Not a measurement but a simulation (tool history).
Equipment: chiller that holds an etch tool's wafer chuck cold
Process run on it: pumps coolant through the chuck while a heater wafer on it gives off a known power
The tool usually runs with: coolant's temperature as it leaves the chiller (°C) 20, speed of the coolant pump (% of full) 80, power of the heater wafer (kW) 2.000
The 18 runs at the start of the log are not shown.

run	day	coolant's temperature as it leaves the chiller (°C)	speed of the coolant pump (% of full)	power of the heater wafer (kW)	hours since the coolant was changed and the channels were flushed	hours since the pump was overhauled	hours since the chiller's thermometer was calibrated	chuck's temperature once it has settled (°C)	how much warmer the coolant comes back (C)
19	58.517	11	97	2.571	1766	1665	2550	30.0	7.86
# day 58.762: chiller's thermometer calibrated
20	62.542	11	97	2.571	1861	1760	91	29.8	7.82
21	65.292	11	95	1.381	1927	1826	157	21.7	4.35
22	69.633	11	95	1.381	2031	1930	261	21.7	4.25
23	72.446	23	80	2.112	2099	1998	328	41.9	7.88
24	75.117	23	80	2.112	2163	2062	392	41.8	7.97
25	79.608	23	80	2.112	2271	2170	500	41.8	7.97
26	81.662	25	76	1.110	2320	2219	550	35.7	4.40
# day 82.508: chiller's thermometer calibrated, once more
27	83.921	18	73	1.096	2373	2272	34	28.4	4.55
28	87.396	29	76	1.202	2457	2356	117	40.1	4.84
29	89.571	20	61	2.000	2509	2408	169	42.6	10.12
30	92.312	10	94	2.284	2575	2474	235	27.1	7.27
31	96.421	10	99	2.838	2673	2572	334	30.4	8.55

Forecast each of these 4 alternatives for the next run:
A	100.008	20	80	2.610	2760	2659	420	?	?
B	100.008	10	66	2.340	2760	2659	420	?	?
C	100.008	16	80	2.000	2760	2659	420	?	?
D	100.008	30	73	2.838	2760	2659	420	?	?

run	chuck's temperature once it has settled (°C)	how much warmer the coolant comes back (C)
A	43.0	9.91
B	34.7	10.89
C	33.7	7.58
D	57.4	11.95
What these runs would have given with no unlogged condition in the tool:
run	chuck's temperature once it has settled (°C)	how much warmer the coolant comes back (C)
A	41.5	9.45
B	33.1	10.38
C	32.6	7.22
D	55.6	11.39
